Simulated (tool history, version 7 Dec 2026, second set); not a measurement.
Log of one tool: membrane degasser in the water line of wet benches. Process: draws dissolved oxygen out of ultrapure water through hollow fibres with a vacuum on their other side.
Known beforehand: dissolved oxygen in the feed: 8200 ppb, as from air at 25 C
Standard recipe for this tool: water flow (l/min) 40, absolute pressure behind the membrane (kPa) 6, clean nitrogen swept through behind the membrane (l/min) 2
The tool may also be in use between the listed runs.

| run | hour | water flow (l/min) | absolute pressure behind the membrane (kPa) | clean nitrogen swept through behind the membrane (l/min) | dissolved oxygen in the water behind the degasser (ppb) | pressure that the water loses in the fibres (kPa) |
|---|---|---|---|---|---|---|
| 1 | 0 | 40 | 6 | 2 | 128.6 | 66.66 |
| 2 | 251.2 | 58 | 6 | 2 | 179.5 | 96.43 |
| 3 | 465.2 | 58 | 6 | 2 | 184.1 | 96.13 |
| 4 | 768.4 | 43 | 6 | 2 | 133.1 | 71.9 |
|  | 827.3 | seals of the vacuum lines changed |
| 5 | 973.8 | 40 | 6 | 2 | 125.1 | 66.65 |
| 6 | 1332.2 | 40 | 6 | 2 | 126.5 | 66.72 |
| 7 | 1665.7 | 40 | 6 | 2 | 126.5 | 66.54 |
| 8 | 1865.3 | 40 | 6 | 2 | 127.8 | 66.86 |
| 9 | 2180.2 | 40 | 6 | 2 | 126 | 66.73 |
|  | 2284.4 | vacuum gauge calibrated |
| 10 | 2406.9 | 40 | 6 | 2 | 123.7 | 67.12 |
| 11 | 2598.5 | 40 | 6 | 2 | 125.1 | 66.41 |
| 12 | 2778.9 | 40 | 6 | 2 | 125.7 | 66.53 |
| 13 | 2970.6 | 27 | 6 | 1.87 | 94.7 | 44.75 |
| 14 | 3304.3 | 35 | 4.24 | 4.09 | 22.1 | 58.47 |
| 15 | 3627.3 | 35 | 4.24 | 4.09 | 21.8 | 58.46 |
| 16 | 3926.9 | 59 | 8.36 | 1.97 | 329.6 | 97.51 |
| 17 | 4082 | 28 | 9.22 | 1.56 | 240.8 | 46.43 |
| 18 | 4428.7 | 28 | 9.22 | 1.56 | 237.5 | 46.59 |
|  | 4493.6 | membrane cartridge changed |
| 19 | 4698.5 | 28 | 3.76 | 1.56 | 23.2 | 46.59 |
| 20 | 5003 | 28 | 3.76 | 1.56 | 23 | 46.78 |
|  | 5294.2 | seals of the vacuum lines changed |
| 21 | 5344.5 | 38 | 6 | 0.88 | 235.2 | 63.37 |
| 22 | 5532.4 | 38 | 6 | 0.88 | 236.8 | 63.42 |

Forecast each of these 4 alternatives for the next run:
| A | 5782.6 | 40 | 6 | 3.58 | ? | ? |
| B | 5782.6 | 34 | 4.35 | 0.88 | ? | ? |
| C | 5782.6 | 40 | 8.48 | 3.02 | ? | ? |
| D | 5782.6 | 48 | 11.46 | 1.9 | ? | ? |

| run | dissolved oxygen in the water behind the degasser (ppb) | pressure that the water loses in the fibres (kPa) |
|---|---|---|
| A | 74.1 | 66.48 |
| B | 89.4 | 56.76 |
| C | 160.2 | 66.24 |
| D | 435.7 | 80.06 |
What these runs would have given with no unlogged condition in the tool:
| run | dissolved oxygen in the water behind the degasser (ppb) | pressure that the water loses in the fibres (kPa) |
|---|---|---|
| A | 74 | 66.47 |
| B | 89.1 | 56.75 |
| C | 160.1 | 66.23 |
| D | 435.5 | 80.04 |
